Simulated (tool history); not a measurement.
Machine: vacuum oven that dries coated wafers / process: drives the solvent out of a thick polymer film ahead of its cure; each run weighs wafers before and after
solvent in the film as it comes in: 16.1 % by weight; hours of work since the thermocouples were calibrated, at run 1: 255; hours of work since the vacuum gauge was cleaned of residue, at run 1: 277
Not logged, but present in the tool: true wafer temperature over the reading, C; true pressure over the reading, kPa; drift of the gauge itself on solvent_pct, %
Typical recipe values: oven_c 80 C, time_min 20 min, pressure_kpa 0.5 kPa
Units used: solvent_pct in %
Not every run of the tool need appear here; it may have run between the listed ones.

run,hour,oven_c,time_min,pressure_kpa,hours of work since the thermocouples were calibrated,hours of work since the vacuum gauge was cleaned of residue,solvent_pct
1,0,80,20,0.5,255,277,1.26
2,8.7,80,20,0.5,259,281,1.33
3,22.1,91,20,0.5,266,288,0.34
4,29.4,80,20,0.5,269,291,1.32
5,37.1,80,20,0.5,273,295,1.42
6,51.5,80,20,0.5,280,302,1.33
7,59,80,35,0.5,283,306,0.52
8,66.4,80,35,0.32,287,309,0.44
9,75,80,35,0.32,291,313,0.48
10,87,80,35,0.32,297,319,0.41
11,96.9,80,35,0.32,302,324,0.48
12,109.6,80,35,0.32,308,330,0.4
13,122.7,80,35,0.32,314,336,0.46
14,131.1,80,35,0.32,318,340,0.38
15,137.4,80,35,0.32,321,343,0.41
16,146.6,80,35,0.32,325,348,0.41
17,158,80,20,1.94,331,353,2.62
18,170.8,80,20,1.94,337,359,2.5
19,178.9,80,20,0.5,341,363,1.42
20,194.3,80,11,0.5,348,371,3.57
21,207.5,79,20,0.5,355,377,1.62
22,223.1,79,20,0.5,362,384,1.6
23,238.8,79,20,0.5,370,392,1.63
24,252.3,83,27,0.622,376,398,0.64
25,264.1,83,27,0.622,382,404,0.63
26,272.5,81,11,0.545,386,408,3.28
27,280,91,11,0.473,389,412,1.01
28,290.3,91,11,0.473,394,417,1.01
29,305.7,91,11,1.709,402,424,1.52
30,316.2,80,17,0.506,407,429,1.88
31,325.9,74,14,0.509,412,434,4.27
32,336.7,74,14,0.509,417,439,4.46
33,346.2,66,19,0.724,421,443,6.12
34,361,80,11,0.354,428,451,3.56
35,373.3,80,19,0.5,434,456,1.57
36,381.1,72,23,0.419,438,460,2.86
37,396.7,72,23,0.419,446,468,2.87
38,407.9,72,10,0.419,451,473,6.41
39,423,90,26,0.336,458,480,0.24
40,433.8,67,17,0.818,463,486,6.27
41,441.2,80,20,0.315,467,489,1.38
42,452.2,80,20,0.315,472,494,1.32
43,463.2,74,34,0.516,477,500,1.34
44,474.6,80,16,0.512,483,505,2.13
45,482,80,11,0.5,486,509,3.59
46,488.6,77,34,1.494,490,512,1.88

4 options for the next run, each taken on its own from the tool as it stands now. Forecast them:
A,503.6,80,20,0.742,497,519,?
B,503.6,72,10,1.172,497,519,?
C,503.6,77,21,0.748,497,519,?
D,503.6,91,34,1.537,497,519,?

run,solvent_pct
A,1.67
B,7.17
C,2.24
D,0.94
Stripped of hidden state, with their random variation kept, the same runs would have yielded:
run,solvent_pct
A,1.43
B,6.76
C,1.94
D,0.87
